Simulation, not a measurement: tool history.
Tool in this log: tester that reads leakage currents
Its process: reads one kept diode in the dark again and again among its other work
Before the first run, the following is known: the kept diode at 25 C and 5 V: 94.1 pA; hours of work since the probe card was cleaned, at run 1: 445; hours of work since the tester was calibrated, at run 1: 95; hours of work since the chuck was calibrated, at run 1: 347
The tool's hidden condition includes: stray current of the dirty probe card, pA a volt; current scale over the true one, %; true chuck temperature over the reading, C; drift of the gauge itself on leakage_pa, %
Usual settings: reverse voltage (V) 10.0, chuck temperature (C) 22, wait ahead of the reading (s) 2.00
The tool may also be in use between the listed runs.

run	hour	reverse voltage (V)	chuck temperature (C)	wait ahead of the reading (s)	hours of work since the probe card was cleaned	hours of work since the tester was calibrated	hours of work since the chuck was calibrated	current that the tester gives (pA)
1	0.0	10.0	22	2.00	445	95	347	103.99
2	35.2	10.0	22	2.00	464	114	366	104.61
3	60.3	2.9	22	2.00	477	128	380	57.90
4	85.2	2.9	22	2.00	491	141	393	58.04
5	115.0	10.0	22	1.26	507	157	409	106.15
6	144.7	10.0	22	1.26	523	173	425	105.86
7	172.0	10.0	22	4.05	538	188	440	104.39
8	207.1	10.0	22	4.05	556	207	459	104.63
9	243.8	10.0	36	2.00	576	227	478	351.31
10	273.4	6.7	36	2.00	592	243	494	292.73
11	305.0	6.7	36	2.00	609	259	511	293.03
12	336.2	6.7	36	2.00	626	276	528	292.89
13	351.5	6.7	36	2.00	634	285	536	292.38
14	381.5	10.0	22	2.00	650	301	552	106.46
15	415.3	10.0	22	2.00	668	319	571	106.18
16	446.3	10.0	22	2.00	685	335	587	106.50
17	467.1	10.0	22	2.00	696	347	598	106.37
18	483.7	10.0	56	2.00	705	356	607	1750.24
19	504.3	10.0	22	2.00	716	367	619	106.24
20	532.0	10.0	22	2.00	731	382	633	107.32
21	569.2	18.6	33	3.26	751	402	653	367.10
22	604.7	10.0	29	7.81	770	421	673	192.57
23	628.3	16.8	52	0.33	783	433	685	1639.13
24	658.5	8.9	56	0.55	799	450	701	1666.56
25	677.7	8.6	56	2.64	809	460	712	1629.53
26	702.4	8.6	40	6.79	823	473	725	459.75
27	734.5	10.0	41	2.26	840	490	742	530.88
28	753.4	18.5	22	2.14	850	501	752	149.61
29	782.6	12.7	24	0.38	866	516	768	153.06
30	798.8	8.2	57	0.38	875	525	777	1736.49
31	835.7	2.3	21	2.00	894	545	797	47.80
32	868.6	1.7	53	2.00	912	563	814	620.44
33	902.2	16.8	24	2.00	930	581	832	168.16
34	928.8	1.3	29	0.45	944	595	847	75.50
35	957.4	1.4	29	0.45	960	610	862	78.27
36	994.4	1.5	55	4.23	980	630	882	683.14
37	1031.5	1.5	55	4.23	1000	650	902	686.55
38	1057.1	1.8	55	4.23	1014	664	916	742.93

3 ways to go on from here, each from the tool as it stands after run 38. What would each give?
A	1084.9	2.3	30	1.22	1028	679	931	?
B	1084.9	4.5	21	1.01	1028	679	931	?
C	1084.9	1.8	37	4.63	1028	679	931	?

run	current that the tester gives (pA)
A	106.37
B	67.53
C	173.78
Without the tool's unlogged condition, the same runs would have read:
run	current that the tester gives (pA)
A	105.66
B	63.10
C	175.09
